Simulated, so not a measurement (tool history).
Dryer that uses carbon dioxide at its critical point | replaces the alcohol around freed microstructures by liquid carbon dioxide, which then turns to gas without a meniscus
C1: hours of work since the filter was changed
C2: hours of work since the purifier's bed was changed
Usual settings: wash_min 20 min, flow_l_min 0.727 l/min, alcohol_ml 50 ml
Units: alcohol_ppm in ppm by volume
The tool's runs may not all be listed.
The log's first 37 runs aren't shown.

Run 38, day 21.779: usual settings but wash_min 22 min, flow_l_min 0.692 l/min; C1 121; C2 419. Result: alcohol_ppm 97 ppm by volume.
Run 39, day 22.3: usual settings but wash_min 28 min, flow_l_min 0.676 l/min; C1 129; C2 427. Result: alcohol_ppm 49 ppm by volume.
Run 40, day 22.717: usual settings but wash_min 16 min; C1 135; C2 433. Result: alcohol_ppm 261 ppm by volume.
Run 41, day 23.3: usual settings but wash_min 19 min; C1 143; C2 442. Result: alcohol_ppm 145 ppm by volume.
Run 42, day 23.812: usual settings but wash_min 21 min, flow_l_min 0.505 l/min, alcohol_ml 111 ml; C1 151; C2 449. Result: alcohol_ppm 776 ppm by volume.
Run 43, day 24.208: usual settings but wash_min 14 min, flow_l_min 0.775 l/min, alcohol_ml 32 ml; C1 157; C2 455. Result: alcohol_ppm 260 ppm by volume.
Run 44, day 24.692: usual settings but wash_min 14 min, flow_l_min 0.775 l/min, alcohol_ml 32 ml; C1 164; C2 462. Result: alcohol_ppm 247 ppm by volume.
Run 45, day 25.079: usual settings but alcohol_ml 40 ml; C1 170; C2 468. Result: alcohol_ppm 110 ppm by volume.
Run 46, day 25.871: usual settings but flow_l_min 0.454 l/min, alcohol_ml 41 ml; C1 182; C2 480. Result: alcohol_ppm 567 ppm by volume.
Run 47, day 26.229: usual settings but flow_l_min 0.6 l/min, alcohol_ml 73 ml; C1 187; C2 485. Result: alcohol_ppm 365 ppm by volume.
Run 48, day 26.771: usual settings but wash_min 28 min, flow_l_min 0.599 l/min, alcohol_ml 28 ml; C1 195; C2 493. Result: alcohol_ppm 75 ppm by volume.

Forecast each of these 3 alternatives for the next run:
Run A, day 27.529: usual settings but wash_min 28 min, flow_l_min 0.599 l/min, alcohol_ml 57 ml; C1 206; C2 504. Result: alcohol_ppm ?.
Run B, day 27.529: usual settings but wash_min 25 min; C1 206; C2 504. Result: alcohol_ppm ?.
Run C, day 27.529: usual settings but wash_min 22 min, flow_l_min 1.052 l/min, alcohol_ml 28 ml; C1 206; C2 504. Result: alcohol_ppm ?.

run  alcohol_ppm
  A           93
  B           65
  C           41
Without the tool's hidden state the same runs would have given:
run  alcohol_ppm
  A           33
  B           11
  C            0
